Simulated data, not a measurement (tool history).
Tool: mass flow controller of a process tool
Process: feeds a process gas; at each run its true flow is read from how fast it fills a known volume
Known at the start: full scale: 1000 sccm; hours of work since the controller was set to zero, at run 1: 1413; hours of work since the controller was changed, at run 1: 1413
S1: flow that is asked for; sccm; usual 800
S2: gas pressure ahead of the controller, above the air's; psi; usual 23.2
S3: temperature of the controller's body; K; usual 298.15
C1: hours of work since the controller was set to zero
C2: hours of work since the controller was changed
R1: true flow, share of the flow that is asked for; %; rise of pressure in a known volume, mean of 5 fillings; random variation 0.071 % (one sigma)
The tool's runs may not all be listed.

{"run": 1, "hour": 0.0, "S1": 800, "S2": 23.2, "S3": 298.15, "C1": 1413, "C2": 1413, "R1": 99.08}
{"run": 2, "hour": 74.3, "S1": 800, "S2": 27.7, "S3": 298.15, "C1": 1461, "C2": 1461, "R1": 98.78}
{"run": 3, "hour": 138.9, "S1": 800, "S2": 27.7, "S3": 298.15, "C1": 1502, "C2": 1502, "R1": 98.66}
{"run": 4, "hour": 292.0, "S1": 800, "S2": 27.7, "S3": 298.15, "C1": 1601, "C2": 1601, "R1": 98.68}
{"run": 5, "hour": 385.0, "S1": 800, "S2": 27.7, "S3": 298.15, "C1": 1661, "C2": 1661, "R1": 98.61}
{"run": 6, "hour": 534.3, "S1": 800, "S2": 27.7, "S3": 298.15, "C1": 1757, "C2": 1757, "R1": 98.61}
{"run": 7, "hour": 633.9, "S1": 800, "S2": 27.7, "S3": 298.15, "C1": 1821, "C2": 1821, "R1": 98.55}
{"run": 8, "hour": 744.3, "S1": 800, "S2": 23.2, "S3": 298.15, "C1": 1892, "C2": 1892, "R1": 98.71}
{"run": 9, "hour": 893.5, "S1": 800, "S2": 23.2, "S3": 298.15, "C1": 1989, "C2": 1989, "R1": 98.5}
{"run": 10, "hour": 1048.8, "S1": 800, "S2": 23.2, "S3": 298.15, "C1": 2089, "C2": 2089, "R1": 98.66}
{"run": 11, "hour": 1124.0, "S1": 800, "S2": 23.2, "S3": 298.15, "C1": 2137, "C2": 2137, "R1": 98.78}
{"run": 12, "hour": 1250.8, "S1": 375, "S2": 22.8, "S3": 302.15, "C1": 2219, "C2": 2219, "R1": 97.2}
{"run": 13, "hour": 1364.4, "S1": 317, "S2": 29.4, "S3": 299.15, "C1": 2292, "C2": 2292, "R1": 96.96}
{"run": 14, "hour": 1475.3, "S1": 143, "S2": 20.5, "S3": 305.15, "C1": 2364, "C2": 2364, "R1": 94.75}
{"run": 15, "hour": 1632.8, "S1": 143, "S2": 20.5, "S3": 305.15, "C1": 2465, "C2": 2465, "R1": 94.48}
{"run": 16, "hour": 1713.2, "S1": 130, "S2": 25.4, "S3": 300.15, "C1": 2517, "C2": 2517, "R1": 94.5}
{"run": 17, "hour": 1804.2, "S1": 125, "S2": 21.8, "S3": 296.15, "C1": 2575, "C2": 2575, "R1": 94.81}
{"run": 18, "hour": 1949.5, "S1": 125, "S2": 21.8, "S3": 296.15, "C1": 2669, "C2": 2669, "R1": 94.54}
{"run": 19, "hour": 2023.7, "S1": 445, "S2": 35.4, "S3": 298.15, "C1": 2717, "C2": 2717, "R1": 97.05}
{"run": 20, "hour": 2143.7, "S1": 445, "S2": 35.4, "S3": 298.15, "C1": 2794, "C2": 2794, "R1": 96.86}
{"run": 21, "hour": 2283.2, "S1": 800, "S2": 25.5, "S3": 306.15, "C1": 2884, "C2": 2884, "R1": 97.36}

The same runs without the tool's hidden state, with the same run-to-run variation:
The hidden state here: flow at rest that the sensor doesn't see, % of full scale; true flow over the shown one, %; drift of the gauge itself on true_pct, %.
run=1 R1=100.18
run=2 R1=99.91
run=3 R1=99.81
run=4 R1=99.88
run=5 R1=99.85
run=6 R1=99.90
run=7 R1=99.87
run=8 R1=100.07
run=9 R1=99.92
run=10 R1=100.14
run=11 R1=100.28
run=12 R1=99.36
run=13 R1=99.40
run=14 R1=99.05
run=15 R1=98.95
run=16 R1=99.39
run=17 R1=99.98
run=18 R1=99.87
run=19 R1=99.40
run=20 R1=99.26
run=21 R1=99.27
